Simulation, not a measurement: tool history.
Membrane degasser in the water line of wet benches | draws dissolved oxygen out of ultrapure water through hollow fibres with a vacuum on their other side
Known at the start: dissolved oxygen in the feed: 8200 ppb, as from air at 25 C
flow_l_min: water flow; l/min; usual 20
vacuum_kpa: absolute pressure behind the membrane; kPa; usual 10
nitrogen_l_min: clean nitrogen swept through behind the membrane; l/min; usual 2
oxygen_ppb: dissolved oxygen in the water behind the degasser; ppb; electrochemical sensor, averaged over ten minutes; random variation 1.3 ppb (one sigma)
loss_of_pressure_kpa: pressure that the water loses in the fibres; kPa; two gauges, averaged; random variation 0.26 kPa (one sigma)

run    hour  flow_l_min  vacuum_kpa  nitrogen_l_min  oxygen_ppb  loss_of_pressure_kpa
  1       0          20          10               2         182                 69.64
  2    50.4          20          10               2       181.8                 69.49
  3    83.8          20         7.2               2       115.6                 69.44
  4   133.9          20         7.2               2       114.2                 69.79
  5     174          20        19.9               2         407                 69.69
  6   207.3          20        19.9               2       408.4                 69.79
  7   254.1          20        19.9               2       402.8                 69.91
  8     305          20          10               2       179.7                 69.62
  9   349.5          12          10               2       106.8                 41.63
 10   374.1          12          10               2       106.6                 42.33
 11     399          20          10               2       181.9                 69.62
 12     444          20          10               2       180.4                 69.37
 13   493.2          20          10               2       180.3                 69.54
 14   531.5          20          10               2       182.2                 69.46
 15   564.8          20          10               2         181                 69.34
 16   598.3          26          10               2       242.1                 90.18
 17   648.5          26          10            2.42       212.7                 90.55
      652.7  -- vacuum gauge calibrated
 18   670.9          12         7.3               2        67.7                 41.79
 19   702.5          12         7.3               2        66.7                 41.78
 20     727          17        17.5            1.23       457.3                 59.44
 21   753.9          20        18.8            1.43       504.4                 70.07
 22   797.2          31          10               2       293.6                107.74
 23   845.4          15        11.4            2.81       116.8                 52.47
 24   891.6          20        15.2            5.87       121.1                 69.76
 25   917.7          25          10            2.69       186.6                 87.08
 26   965.9          22        23.7            1.31       765.7                 76.58
        974  -- vacuum gauge calibrated, once more
 27  1000.3          22        23.7            3.52       329.5                 76.72
 28  1046.3          13          10            3.89        62.7                 45.85
 29    1079          20        11.7            4.35       114.7                 69.71
 30  1123.9          20        11.7            4.35       115.1                 70.22
 31  1149.6          20        11.7            4.35         114                    70
 32  1172.2          18         7.7            1.25       161.4                 62.52
 33  1199.2          20          10            3.87       105.9                  70.1

Measured less the same run without the tool's hidden state. The same run-to-run variation is in both; the gauge's scatter may not be:
The hidden state here: membrane still open, %; true pressure behind the membrane over the reading, kPa; air that leaks in behind the membrane, l/min; drift of the gauge itself on oxygen_ppb, %; drift of the gauge itself on loss_of_pressure_kpa, %.
run  oxygen_ppb  loss_of_pressure_kpa
  1        +6.3                 +0.48
  2        +6.4                  +0.5
  3        +4.9                 +0.51
  4        +4.9                 +0.53
  5       +11.9                 +0.54
  6         +12                 +0.55
  7         +12                 +0.56
  8        +6.6                 +0.57
  9        +6.1                 +0.35
 10        +6.1                 +0.36
 11        +6.8                  +0.6
 12        +6.9                 +0.62
 13        +6.9                 +0.64
 14        +7.1                 +0.64
 15        +7.1                 +0.65
 16        +7.9                 +0.87
 17        +7.5                 +0.89
 18        +4.7                 +0.42
 19        +4.7                 +0.42
 20       +15.4                 +0.61
 21       +14.9                 +0.72
 22        +9.4                 +1.13
 23        +6.2                 +0.56
 24        +5.4                 +0.75
 25        +7.4                 +0.96
 26       +19.2                 +0.86
 27        +9.7                 +0.87
 28        +3.3                 +0.52
 29        +4.2                 +0.81
 30        +4.3                 +0.83
 31        +4.3                 +0.84
 32        +4.5                 +0.76
 33        +4.1                 +0.85
